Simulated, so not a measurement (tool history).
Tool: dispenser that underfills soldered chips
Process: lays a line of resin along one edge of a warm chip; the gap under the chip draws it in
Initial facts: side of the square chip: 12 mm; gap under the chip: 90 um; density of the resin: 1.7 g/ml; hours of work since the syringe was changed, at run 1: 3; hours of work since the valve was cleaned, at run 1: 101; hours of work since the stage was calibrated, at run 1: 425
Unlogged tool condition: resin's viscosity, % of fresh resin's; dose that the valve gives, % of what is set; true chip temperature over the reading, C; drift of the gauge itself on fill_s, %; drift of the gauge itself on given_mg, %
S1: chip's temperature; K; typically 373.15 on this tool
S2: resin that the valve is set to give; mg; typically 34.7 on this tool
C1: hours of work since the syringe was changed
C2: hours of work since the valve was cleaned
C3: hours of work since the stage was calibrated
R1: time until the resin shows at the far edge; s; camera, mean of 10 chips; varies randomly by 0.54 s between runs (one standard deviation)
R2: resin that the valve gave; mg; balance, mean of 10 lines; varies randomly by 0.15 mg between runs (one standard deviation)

Run 1, hour 0.0: usual settings; C1 3; C2 101; C3 425. Result: R1 53.2 s, R2 32.02 mg.
Run 2, hour 9.8: usual settings; C1 10; C2 109; C3 433. Result: R1 80.1 s, R2 31.91 mg.
At hour 13.7: new syringe of resin.
Run 3, hour 23.3: usual settings; C1 7; C2 119; C3 443. Result: R1 69.9 s, R2 31.41 mg.
At hour 25.1: dispensing valve cleaned and set on the balance.
At hour 31.1: new syringe of resin.
Run 4, hour 36.3: usual settings; C1 4; C2 9; C3 452. Result: R1 56.9 s, R2 34.44 mg.
At hour 47.3: new syringe of resin.
Run 5, hour 48.2: usual settings; C1 1; C2 18; C3 461. Result: R1 46.7 s, R2 34.31 mg.
Run 6, hour 56.2: usual settings; C1 7; C2 24; C3 468. Result: R1 66.3 s, R2 34.21 mg.
At hour 63.2: new syringe of resin.
Run 7, hour 63.2: usual settings; C1 0; C2 29; C3 473. Result: R1 47.5 s, R2 34.04 mg.
Run 8, hour 73.8: usual settings but S1 378.15 K; C1 8; C2 37; C3 481. Result: R1 57.0 s, R2 33.95 mg.
At hour 79.6: new syringe of resin.
Run 9, hour 88.2: usual settings but S1 378.15 K; C1 7; C2 48; C3 492. Result: R1 54.1 s, R2 33.49 mg.
Run 10, hour 94.8: usual settings but S1 378.15 K; C1 12; C2 54; C3 497. Result: R1 69.3 s, R2 33.05 mg.
At hour 95.9: new syringe of resin.
Run 11, hour 109.1: usual settings but S1 378.15 K; C1 10; C2 64; C3 508. Result: R1 65.5 s, R2 33.05 mg.
At hour 112.7: new syringe of resin.
Run 12, hour 120.4: usual settings but S1 378.15 K; C1 6; C2 73; C3 517. Result: R1 51.7 s, R2 32.58 mg.
Run 13, hour 126.6: usual settings but S1 378.15 K; C1 11; C2 78; C3 522. Result: R1 67.2 s, R2 32.46 mg.
At hour 128.9: new syringe of resin.
Run 14, hour 134.6: usual settings but S1 383.15 K, S2 35.3 mg; C1 4; C2 84; C3 528. Result: R1 38.4 s, R2 32.91 mg.
Run 15, hour 141.1: usual settings but S1 383.15 K, S2 36.8 mg; C1 10; C2 89; C3 533. Result: R1 49.5 s, R2 33.98 mg.
At hour 145.7: new syringe of resin.
Run 16, hour 149.6: usual settings but S1 385.15 K, S2 32.4 mg; C1 3; C2 95; C3 539. Result: R1 33.4 s, R2 29.93 mg.

Run 17 is up next; what results do you expect?
At hour 161.6: new syringe of resin.
Run 17, hour 162.2: usual settings but S1 368.15 K, S2 37.1 mg; C1 0; C2 105; C3 549. Result: R1 ?, R2 ?.

{"run 17": {"R1": 59.5, "R2": 33.86}}
Were there no unlogged condition in the tool, this run, its random variation unchanged, would have produced R1 55.2 s, R2 36.97 mg.

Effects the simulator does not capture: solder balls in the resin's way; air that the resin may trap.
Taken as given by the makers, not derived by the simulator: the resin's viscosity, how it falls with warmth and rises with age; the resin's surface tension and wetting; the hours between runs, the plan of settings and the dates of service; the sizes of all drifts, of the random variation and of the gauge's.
